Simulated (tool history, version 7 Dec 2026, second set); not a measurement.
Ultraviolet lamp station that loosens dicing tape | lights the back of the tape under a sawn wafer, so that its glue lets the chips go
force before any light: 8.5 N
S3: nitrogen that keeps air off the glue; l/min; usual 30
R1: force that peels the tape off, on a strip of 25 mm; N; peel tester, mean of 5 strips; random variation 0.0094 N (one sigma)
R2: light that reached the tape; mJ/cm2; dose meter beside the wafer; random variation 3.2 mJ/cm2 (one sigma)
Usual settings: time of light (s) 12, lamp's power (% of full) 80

{"run": 1, "hour": 0.0, "time of light (s)": 12, "lamp's power (% of full)": 80, "S3": 30, "R1": 0.642, "R2": 409}
{"run": 2, "hour": 27.9, "time of light (s)": 17, "lamp's power (% of full)": 80, "S3": 30, "R1": 0.293, "R2": 578}
{"run": 3, "hour": 45.3, "time of light (s)": 17, "lamp's power (% of full)": 80, "S3": 30, "R1": 0.284, "R2": 577}
{"run": 4, "hour": 79.2, "time of light (s)": 17, "lamp's power (% of full)": 80, "S3": 24, "R1": 0.331, "R2": 569}
{"run": 5, "hour": 99.7, "time of light (s)": 12, "lamp's power (% of full)": 80, "S3": 30, "R1": 0.673, "R2": 403}
{"run": 6, "hour": 118.5, "time of light (s)": 12, "lamp's power (% of full)": 80, "S3": 30, "R1": 0.693, "R2": 399}
{"run": 7, "hour": 145.6, "time of light (s)": 23, "lamp's power (% of full)": 80, "S3": 30, "R1": 0.165, "R2": 754}
{"run": 8, "hour": 182.9, "time of light (s)": 23, "lamp's power (% of full)": 80, "S3": 30, "R1": 0.164, "R2": 751}
{"run": 9, "hour": 219.6, "time of light (s)": 23, "lamp's power (% of full)": 80, "S3": 30, "R1": 0.167, "R2": 747}
{"run": 10, "hour": 240.0, "time of light (s)": 23, "lamp's power (% of full)": 80, "S3": 30, "R1": 0.166, "R2": 735}
{"run": 11, "hour": 259.2, "time of light (s)": 12, "lamp's power (% of full)": 80, "S3": 30, "R1": 0.745, "R2": 384}
{"run": 12, "hour": 293.3, "time of light (s)": 12, "lamp's power (% of full)": 80, "S3": 30, "R1": 0.781, "R2": 376}
{"run": 13, "hour": 328.7, "time of light (s)": 12, "lamp's power (% of full)": 80, "S3": 30, "R1": 0.784, "R2": 380}
{"run": 14, "hour": 349.4, "time of light (s)": 12, "lamp's power (% of full)": 80, "S3": 19, "R1": 0.955, "R2": 378}
{"run": 15, "hour": 389.2, "time of light (s)": 12, "lamp's power (% of full)": 80, "S3": 19, "R1": 1.008, "R2": 372}
{"run": 16, "hour": 423.0, "time of light (s)": 10, "lamp's power (% of full)": 76, "S3": 51, "R1": 1.095, "R2": 290}
{"run": 17, "hour": 462.1, "time of light (s)": 19, "lamp's power (% of full)": 97, "S3": 30, "R1": 0.185, "R2": 690}
{"run": 18, "hour": 498.8, "time of light (s)": 19, "lamp's power (% of full)": 97, "S3": 30, "R1": 0.195, "R2": 696}
{"hour": 522.0, "done": "lamp changed"}
{"run": 19, "hour": 522.9, "time of light (s)": 10, "lamp's power (% of full)": 80, "S3": 38, "R1": 0.682, "R2": 382}
{"run": 20, "hour": 545.1, "time of light (s)": 6, "lamp's power (% of full)": 80, "S3": 50, "R1": 1.694, "R2": 231}
{"hour": 548.6, "done": "window cleaned of glue's vapour"}
{"run": 21, "hour": 582.7, "time of light (s)": 12, "lamp's power (% of full)": 92, "S3": 35, "R1": 0.352, "R2": 497}
{"run": 22, "hour": 603.9, "time of light (s)": 12, "lamp's power (% of full)": 92, "S3": 30, "R1": 0.402, "R2": 500}
{"hour": 610.4, "done": "window cleaned of glue's vapour, once more"}
{"run": 23, "hour": 620.5, "time of light (s)": 12, "lamp's power (% of full)": 92, "S3": 30, "R1": 0.309, "R2": 561}
{"run": 24, "hour": 654.3, "time of light (s)": 12, "lamp's power (% of full)": 92, "S3": 30, "R1": 0.322, "R2": 558}
{"run": 25, "hour": 688.0, "time of light (s)": 13, "lamp's power (% of full)": 80, "S3": 20, "R1": 0.448, "R2": 520}
{"run": 26, "hour": 705.2, "time of light (s)": 12, "lamp's power (% of full)": 83, "S3": 19, "R1": 0.516, "R2": 496}
{"run": 27, "hour": 723.1, "time of light (s)": 15, "lamp's power (% of full)": 72, "S3": 19, "R1": 0.412, "R2": 531}
{"run": 28, "hour": 751.6, "time of light (s)": 7, "lamp's power (% of full)": 77, "S3": 10, "R1": 2.225, "R2": 266}
{"run": 29, "hour": 784.9, "time of light (s)": 9, "lamp's power (% of full)": 80, "S3": 30, "R1": 0.923, "R2": 353}
{"run": 30, "hour": 820.9, "time of light (s)": 9, "lamp's power (% of full)": 80, "S3": 30, "R1": 0.935, "R2": 349}

Forecast each of these 5 alternatives for the next run:
{"run": "A", "hour": 840.0, "time of light (s)": 12, "lamp's power (% of full)": 80, "S3": 30, "R1": "?", "R2": "?"}
{"run": "B", "hour": 840.0, "time of light (s)": 15, "lamp's power (% of full)": 80, "S3": 30, "R1": "?", "R2": "?"}
{"run": "C", "hour": 840.0, "time of light (s)": 10, "lamp's power (% of full)": 80, "S3": 27, "R1": "?", "R2": "?"}
{"run": "D", "hour": 840.0, "time of light (s)": 6, "lamp's power (% of full)": 90, "S3": 14, "R1": "?", "R2": "?"}
{"run": "E", "hour": 840.0, "time of light (s)": 12, "lamp's power (% of full)": 80, "S3": 43, "R1": "?", "R2": "?"}

run=A R1=0.483 R2=461
run=B R1=0.285 R2=580
run=C R1=0.775 R2=391
run=D R1=2.101 R2=259
run=E R1=0.422 R2=458
Without the tool's hidden state the same runs would have given:
run=A R1=0.397 R2=500
run=B R1=0.236 R2=628
run=C R1=0.647 R2=424
run=D R1=1.868 R2=281
run=E R1=0.347 R2=497
